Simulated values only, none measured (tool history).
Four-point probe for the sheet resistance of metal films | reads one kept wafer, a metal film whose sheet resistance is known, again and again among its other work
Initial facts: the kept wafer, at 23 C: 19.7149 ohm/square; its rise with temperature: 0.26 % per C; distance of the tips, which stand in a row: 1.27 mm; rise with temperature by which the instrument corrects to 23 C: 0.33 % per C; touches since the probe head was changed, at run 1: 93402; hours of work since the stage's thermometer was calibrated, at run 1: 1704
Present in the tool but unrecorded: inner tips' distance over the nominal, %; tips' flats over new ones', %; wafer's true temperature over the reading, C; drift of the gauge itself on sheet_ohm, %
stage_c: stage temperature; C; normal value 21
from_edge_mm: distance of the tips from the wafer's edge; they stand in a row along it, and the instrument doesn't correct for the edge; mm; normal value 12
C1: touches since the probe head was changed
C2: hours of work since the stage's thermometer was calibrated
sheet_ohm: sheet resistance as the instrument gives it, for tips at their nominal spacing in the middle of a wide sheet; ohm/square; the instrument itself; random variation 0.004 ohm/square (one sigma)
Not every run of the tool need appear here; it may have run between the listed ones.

run 1 hour=0.0 | stage_c=21 from_edge_mm=12 | C1=93402 C2=1704 | sheet_ohm=20.135935
run 2 hour=72.5 | stage_c=21 from_edge_mm=12 | C1=95519 C2=1741 | sheet_ohm=20.151712
run 3 hour=198.3 | stage_c=21 from_edge_mm=43 | C1=99195 C2=1805 | sheet_ohm=20.040439
-- hour=279.9 stage's thermometer calibrated
run 4 hour=279.9 | stage_c=21 from_edge_mm=12 | C1=101565 C2=0 | sheet_ohm=20.127090
run 5 hour=364.3 | stage_c=21 from_edge_mm=12 | C1=104031 C2=43 | sheet_ohm=20.137820
run 6 hour=463.7 | stage_c=21 from_edge_mm=12 | C1=106934 C2=94 | sheet_ohm=20.143640
run 7 hour=540.3 | stage_c=21 from_edge_mm=12 | C1=109172 C2=133 | sheet_ohm=20.144993
run 8 hour=652.2 | stage_c=21 from_edge_mm=12 | C1=112442 C2=191 | sheet_ohm=20.148586
-- hour=687.9 new probe head fitted
run 9 hour=723.3 | stage_c=21 from_edge_mm=12 | C1=1034 C2=227 | sheet_ohm=19.780366
run 10 hour=812.3 | stage_c=21 from_edge_mm=12 | C1=3634 C2=272 | sheet_ohm=19.794060
run 11 hour=908.6 | stage_c=21 from_edge_mm=12 | C1=6446 C2=321 | sheet_ohm=19.800341
run 12 hour=989.5 | stage_c=26 from_edge_mm=12 | C1=8812 C2=363 | sheet_ohm=19.726018
run 13 hour=1104.6 | stage_c=22 from_edge_mm=33 | C1=12173 C2=422 | sheet_ohm=19.692512
run 14 hour=1227.0 | stage_c=27 from_edge_mm=33 | C1=15750 C2=485 | sheet_ohm=19.633725
run 15 hour=1291.0 | stage_c=27 from_edge_mm=33 | C1=17620 C2=517 | sheet_ohm=19.638558
run 16 hour=1405.9 | stage_c=27 from_edge_mm=33 | C1=20976 C2=576 | sheet_ohm=19.644450
run 17 hour=1484.6 | stage_c=27 from_edge_mm=33 | C1=23276 C2=616 | sheet_ohm=19.644683
run 18 hour=1556.3 | stage_c=27 from_edge_mm=33 | C1=25368 C2=653 | sheet_ohm=19.646553
run 19 hour=1685.4 | stage_c=27 from_edge_mm=20 | C1=29142 C2=719 | sheet_ohm=19.693660
run 20 hour=1827.0 | stage_c=27 from_edge_mm=20 | C1=33277 C2=792 | sheet_ohm=19.696658
run 21 hour=1940.4 | stage_c=29 from_edge_mm=3 | C1=36591 C2=850 | sheet_ohm=21.354117
run 22 hour=2075.0 | stage_c=23 from_edge_mm=5 | C1=40522 C2=919 | sheet_ohm=20.390067

What if the next run were any one of these 3? Each begins from the tool's condition after run 22:
run A hour=2166.3 | stage_c=27 from_edge_mm=5 | C1=43191 C2=966 | sheet_ohm=?
run B hour=2166.3 | stage_c=29 from_edge_mm=11 | C1=43191 C2=966 | sheet_ohm=?
run C hour=2166.3 | stage_c=20 from_edge_mm=7 | C1=43191 C2=966 | sheet_ohm=?

run=A sheet_ohm=20.344399
run=B sheet_ohm=19.792947
run=C sheet_ohm=20.126674
The same runs, with their run-to-run variation unchanged, on a tool lacking any hidden condition would have given:
run=A sheet_ohm=20.320188
run=B sheet_ohm=19.769451
run=C sheet_ohm=20.102430

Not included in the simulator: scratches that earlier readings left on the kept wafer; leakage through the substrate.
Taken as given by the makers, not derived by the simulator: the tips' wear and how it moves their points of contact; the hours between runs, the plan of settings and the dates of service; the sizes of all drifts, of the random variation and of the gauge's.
